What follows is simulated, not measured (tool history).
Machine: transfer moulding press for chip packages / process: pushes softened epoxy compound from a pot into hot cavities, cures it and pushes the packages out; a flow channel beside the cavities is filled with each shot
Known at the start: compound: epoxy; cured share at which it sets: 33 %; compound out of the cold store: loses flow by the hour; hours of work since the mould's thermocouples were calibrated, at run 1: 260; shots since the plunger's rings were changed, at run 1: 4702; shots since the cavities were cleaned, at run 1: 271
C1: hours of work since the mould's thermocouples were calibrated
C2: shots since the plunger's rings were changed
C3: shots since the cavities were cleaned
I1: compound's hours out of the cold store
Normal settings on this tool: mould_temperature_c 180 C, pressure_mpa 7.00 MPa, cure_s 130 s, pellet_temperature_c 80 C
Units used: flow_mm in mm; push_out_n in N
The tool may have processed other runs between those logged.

{"run": 1, "hour": 0.0, "mould_temperature_c": 180, "pressure_mpa": 7.0, "cure_s": 130, "pellet_temperature_c": 80, "C1": 260, "C2": 4702, "C3": 271, "I1": 46.2, "flow_mm": 895, "push_out_n": 643}
{"run": 2, "hour": 36.2, "mould_temperature_c": 180, "pressure_mpa": 7.0, "cure_s": 141, "pellet_temperature_c": 80, "C1": 275, "C2": 4940, "C3": 509, "I1": 38.4, "flow_mm": 905, "push_out_n": 646}
{"hour": 68.0, "done": "plunger's sealing rings changed"}
{"hour": 69.5, "done": "cavities cleaned with cleaning compound and waxed"}
{"run": 3, "hour": 75.7, "mould_temperature_c": 180, "pressure_mpa": 7.0, "cure_s": 141, "pellet_temperature_c": 80, "C1": 290, "C2": 40, "C3": 40, "I1": 40.6, "flow_mm": 954, "push_out_n": 475}
{"run": 4, "hour": 101.0, "mould_temperature_c": 180, "pressure_mpa": 7.0, "cure_s": 141, "pellet_temperature_c": 80, "C1": 300, "C2": 206, "C3": 206, "I1": 39.7, "flow_mm": 959, "push_out_n": 551}
{"run": 5, "hour": 119.7, "mould_temperature_c": 180, "pressure_mpa": 7.0, "cure_s": 130, "pellet_temperature_c": 80, "C1": 308, "C2": 328, "C3": 328, "I1": 33.5, "flow_mm": 969, "push_out_n": 629}
{"run": 6, "hour": 148.7, "mould_temperature_c": 179, "pressure_mpa": 7.0, "cure_s": 130, "pellet_temperature_c": 80, "C1": 320, "C2": 518, "C3": 518, "I1": 29.4, "flow_mm": 981, "push_out_n": 688}
{"hour": 177.2, "done": "cavities cleaned with cleaning compound and waxed"}
{"run": 7, "hour": 181.8, "mould_temperature_c": 180, "pressure_mpa": 7.0, "cure_s": 130, "pellet_temperature_c": 80, "C1": 333, "C2": 726, "C3": 30, "I1": 43.0, "flow_mm": 945, "push_out_n": 501}
{"run": 8, "hour": 206.2, "mould_temperature_c": 175, "pressure_mpa": 7.0, "cure_s": 130, "pellet_temperature_c": 80, "C1": 344, "C2": 886, "C3": 190, "I1": 11.9, "flow_mm": 1037, "push_out_n": 761}
{"run": 9, "hour": 223.3, "mould_temperature_c": 180, "pressure_mpa": 7.0, "cure_s": 130, "pellet_temperature_c": 80, "C1": 351, "C2": 998, "C3": 302, "I1": 43.5, "flow_mm": 937, "push_out_n": 620}
{"run": 10, "hour": 254.2, "mould_temperature_c": 174, "pressure_mpa": 8.49, "cure_s": 122, "pellet_temperature_c": 87, "C1": 364, "C2": 1200, "C3": 504, "I1": 29.3, "flow_mm": 1091, "push_out_n": 982}
{"run": 11, "hour": 276.7, "mould_temperature_c": 172, "pressure_mpa": 6.83, "cure_s": 130, "pellet_temperature_c": 80, "C1": 373, "C2": 1348, "C3": 652, "I1": 12.7, "flow_mm": 1033, "push_out_n": 1172}
{"hour": 287.7, "done": "mould's thermocouples calibrated"}
{"hour": 289.2, "done": "cavities cleaned with cleaning compound and waxed"}
{"run": 12, "hour": 315.7, "mould_temperature_c": 172, "pressure_mpa": 6.83, "cure_s": 130, "pellet_temperature_c": 80, "C1": 11, "C2": 1580, "C3": 173, "I1": 34.4, "flow_mm": 974, "push_out_n": 938}
{"run": 13, "hour": 331.9, "mould_temperature_c": 180, "pressure_mpa": 7.0, "cure_s": 114, "pellet_temperature_c": 83, "C1": 18, "C2": 1686, "C3": 279, "I1": 30.6, "flow_mm": 966, "push_out_n": 768}
{"run": 14, "hour": 355.4, "mould_temperature_c": 180, "pressure_mpa": 7.0, "cure_s": 130, "pellet_temperature_c": 79, "C1": 28, "C2": 1841, "C3": 434, "I1": 14.8, "flow_mm": 1007, "push_out_n": 704}
{"run": 15, "hour": 371.6, "mould_temperature_c": 173, "pressure_mpa": 7.04, "cure_s": 135, "pellet_temperature_c": 74, "C1": 34, "C2": 1947, "C3": 540, "I1": 45.3, "flow_mm": 956, "push_out_n": 977}
{"hour": 397.9, "done": "cavities cleaned with cleaning compound and waxed"}
{"run": 16, "hour": 403.6, "mould_temperature_c": 180, "pressure_mpa": 8.03, "cure_s": 115, "pellet_temperature_c": 88, "C1": 47, "C2": 2147, "C3": 37, "I1": 30.4, "flow_mm": 1029, "push_out_n": 635}
{"run": 17, "hour": 436.3, "mould_temperature_c": 180, "pressure_mpa": 5.28, "cure_s": 115, "pellet_temperature_c": 74, "C1": 61, "C2": 2361, "C3": 251, "I1": 35.9, "flow_mm": 820, "push_out_n": 755}
{"run": 18, "hour": 459.2, "mould_temperature_c": 180, "pressure_mpa": 5.28, "cure_s": 115, "pellet_temperature_c": 74, "C1": 71, "C2": 2511, "C3": 401, "I1": 9.1, "flow_mm": 879, "push_out_n": 834}

4 options for the next run, each taken on its own from the tool as it stands now. Forecast them:
{"run": "A", "hour": 486.6, "mould_temperature_c": 173, "pressure_mpa": 5.28, "cure_s": 116, "pellet_temperature_c": 75, "C1": 82, "C2": 2691, "C3": 581, "I1": 16.7, "flow_mm": "?", "push_out_n": "?"}
{"run": "B", "hour": 486.6, "mould_temperature_c": 178, "pressure_mpa": 8.19, "cure_s": 130, "pellet_temperature_c": 80, "C1": 82, "C2": 2691, "C3": 581, "I1": 39.1, "flow_mm": "?", "push_out_n": "?"}
{"run": "C", "hour": 486.6, "mould_temperature_c": 180, "pressure_mpa": 5.48, "cure_s": 130, "pellet_temperature_c": 89, "C1": 82, "C2": 2691, "C3": 581, "I1": 23.5, "flow_mm": "?", "push_out_n": "?"}
{"run": "D", "hour": 486.6, "mould_temperature_c": 180, "pressure_mpa": 5.56, "cure_s": 142, "pellet_temperature_c": 80, "C1": 82, "C2": 2691, "C3": 581, "I1": 46.8, "flow_mm": "?", "push_out_n": "?"}

run=A flow_mm=881 push_out_n=1365
run=B flow_mm=1020 push_out_n=767
run=C flow_mm=858 push_out_n=719
run=D flow_mm=817 push_out_n=652
What these runs would have given with no unlogged condition in the tool:
run=A flow_mm=907 push_out_n=959
run=B flow_mm=1049 push_out_n=534
run=C flow_mm=883 push_out_n=502
run=D flow_mm=840 push_out_n=457
